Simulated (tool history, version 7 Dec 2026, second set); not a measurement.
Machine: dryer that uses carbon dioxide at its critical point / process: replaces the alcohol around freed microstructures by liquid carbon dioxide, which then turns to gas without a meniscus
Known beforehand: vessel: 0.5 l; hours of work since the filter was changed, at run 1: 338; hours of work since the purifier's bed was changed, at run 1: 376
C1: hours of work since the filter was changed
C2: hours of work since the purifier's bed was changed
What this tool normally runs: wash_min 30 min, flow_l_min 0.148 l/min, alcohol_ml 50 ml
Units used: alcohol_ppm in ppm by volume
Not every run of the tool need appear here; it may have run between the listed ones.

{"run": 1, "day": 0.0, "wash_min": 30, "flow_l_min": 0.148, "alcohol_ml": 50, "C1": 338, "C2": 376, "alcohol_ppm": 265}
{"run": 2, "day": 2.379, "wash_min": 30, "flow_l_min": 0.148, "alcohol_ml": 50, "C1": 362, "C2": 400, "alcohol_ppm": 277}
{"run": 3, "day": 3.983, "wash_min": 30, "flow_l_min": 0.148, "alcohol_ml": 50, "C1": 378, "C2": 416, "alcohol_ppm": 285}
{"run": 4, "day": 5.354, "wash_min": 30, "flow_l_min": 0.148, "alcohol_ml": 50, "C1": 392, "C2": 430, "alcohol_ppm": 300}
{"run": 5, "day": 7.846, "wash_min": 30, "flow_l_min": 0.148, "alcohol_ml": 50, "C1": 417, "C2": 455, "alcohol_ppm": 311}
{"run": 6, "day": 9.638, "wash_min": 30, "flow_l_min": 0.09, "alcohol_ml": 50, "C1": 435, "C2": 473, "alcohol_ppm": 2712}
{"run": 7, "day": 11.346, "wash_min": 27, "flow_l_min": 0.148, "alcohol_ml": 50, "C1": 452, "C2": 491, "alcohol_ppm": 493}
{"run": 8, "day": 12.4, "wash_min": 27, "flow_l_min": 0.148, "alcohol_ml": 50, "C1": 463, "C2": 501, "alcohol_ppm": 504}
{"run": 9, "day": 14.117, "wash_min": 27, "flow_l_min": 0.148, "alcohol_ml": 50, "C1": 480, "C2": 519, "alcohol_ppm": 516}
{"run": 10, "day": 16.254, "wash_min": 27, "flow_l_min": 0.148, "alcohol_ml": 50, "C1": 502, "C2": 540, "alcohol_ppm": 525}
{"run": 11, "day": 18.246, "wash_min": 27, "flow_l_min": 0.148, "alcohol_ml": 50, "C1": 522, "C2": 561, "alcohol_ppm": 544}
{"run": 12, "day": 19.704, "wash_min": 27, "flow_l_min": 0.148, "alcohol_ml": 50, "C1": 537, "C2": 575, "alcohol_ppm": 563}
{"run": 13, "day": 21.325, "wash_min": 27, "flow_l_min": 0.129, "alcohol_ml": 112, "C1": 553, "C2": 592, "alcohol_ppm": 2164}
{"run": 14, "day": 22.971, "wash_min": 27, "flow_l_min": 0.129, "alcohol_ml": 87, "C1": 570, "C2": 608, "alcohol_ppm": 1721}
{"day": 24.125, "done": "inlet filter changed"}
{"run": 15, "day": 24.6, "wash_min": 27, "flow_l_min": 0.129, "alcohol_ml": 87, "C1": 5, "C2": 624, "alcohol_ppm": 940}
{"run": 16, "day": 26.746, "wash_min": 34, "flow_l_min": 0.133, "alcohol_ml": 87, "C1": 26, "C2": 646, "alcohol_ppm": 332}
{"run": 17, "day": 28.667, "wash_min": 34, "flow_l_min": 0.133, "alcohol_ml": 87, "C1": 46, "C2": 666, "alcohol_ppm": 344}
{"run": 18, "day": 30.983, "wash_min": 42, "flow_l_min": 0.133, "alcohol_ml": 87, "C1": 69, "C2": 689, "alcohol_ppm": 230}
{"run": 19, "day": 33.325, "wash_min": 22, "flow_l_min": 0.126, "alcohol_ml": 22, "C1": 93, "C2": 713, "alcohol_ppm": 834}
{"run": 20, "day": 35.871, "wash_min": 47, "flow_l_min": 0.148, "alcohol_ml": 93, "C1": 119, "C2": 739, "alcohol_ppm": 207}
{"run": 21, "day": 37.075, "wash_min": 30, "flow_l_min": 0.165, "alcohol_ml": 50, "C1": 131, "C2": 751, "alcohol_ppm": 262}
{"run": 22, "day": 38.475, "wash_min": 23, "flow_l_min": 0.199, "alcohol_ml": 47, "C1": 145, "C2": 765, "alcohol_ppm": 302}

Forecast each of these 3 alternatives for the next run:
{"run": "A", "day": 40.458, "wash_min": 30, "flow_l_min": 0.148, "alcohol_ml": 25, "C1": 165, "C2": 785, "alcohol_ppm": "?"}
{"run": "B", "day": 40.458, "wash_min": 40, "flow_l_min": 0.112, "alcohol_ml": 50, "C1": 165, "C2": 785, "alcohol_ppm": "?"}
{"run": "C", "day": 40.458, "wash_min": 30, "flow_l_min": 0.148, "alcohol_ml": 23, "C1": 165, "C2": 785, "alcohol_ppm": "?"}

run=A alcohol_ppm=279
run=B alcohol_ppm=338
run=C alcohol_ppm=273
Take away the tool's hidden state, keep each run's random variation, and the runs would have read:
run=A alcohol_ppm=50
run=B alcohol_ppm=104
run=C alcohol_ppm=49
